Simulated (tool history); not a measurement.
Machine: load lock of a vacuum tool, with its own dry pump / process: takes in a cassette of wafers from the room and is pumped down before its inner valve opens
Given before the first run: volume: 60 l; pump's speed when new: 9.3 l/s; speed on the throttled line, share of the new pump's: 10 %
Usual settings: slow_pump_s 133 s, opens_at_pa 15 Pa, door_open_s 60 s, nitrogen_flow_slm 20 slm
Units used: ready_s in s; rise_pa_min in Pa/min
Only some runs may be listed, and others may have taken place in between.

run    hour  slow_pump_s  opens_at_pa  door_open_s  nitrogen_flow_slm  incoming humidity of the room's air, %  ready_s  rise_pa_min
  1       0          133           15           60                 20                                    44.1    177.4        0.064
  2   261.3          133           15           60                 20                                    48.1    177.5        0.073
  3   444.7           71           15           60                 20                                      43    122.2        0.064
  4   575.9           71           15           60                 20                                    43.5    122.1        0.067
  5   818.1          133           19           60                 20                                    47.8    174.9        0.074
  6   945.6          133           19           60                 20                                      45    176.5        0.075
  7  1066.1          133           19           60                 20                                      44    175.7        0.074
  8  1198.9          231           21           60                 20                                    45.6    263.5        0.071
  9  1457.6           68           23           60                 20                                    46.7    116.3        0.079
 10  1598.5           89           23           60                  4                                    46.7    135.2        0.098
 11  1829.5           89           23           60                  4                                    47.1    135.5        0.104
 12  1968.1           77           15           35                  8                                    44.7    127.7        0.083

A few steps of ready_s between consecutive runs. Split each: what settings, incoming material and random variation would produce without the hidden state, and what is left over for the hidden state, along with gauge scatter present in only one of the two compared results (measured, and without hidden state):
Hidden state at play: pump's speed, % of a new pump's; leak at the door's seal, Pa l/s; drift of the gauge itself on ready_s, %; drift of the gauge itself on rise_pa_min, %.
Run 8 -> 9: slow_pump_s 231 -> 68, opens_at_pa 21 -> 23. ready_s -147.2 s: hidden state +0.4, all else -147.6.
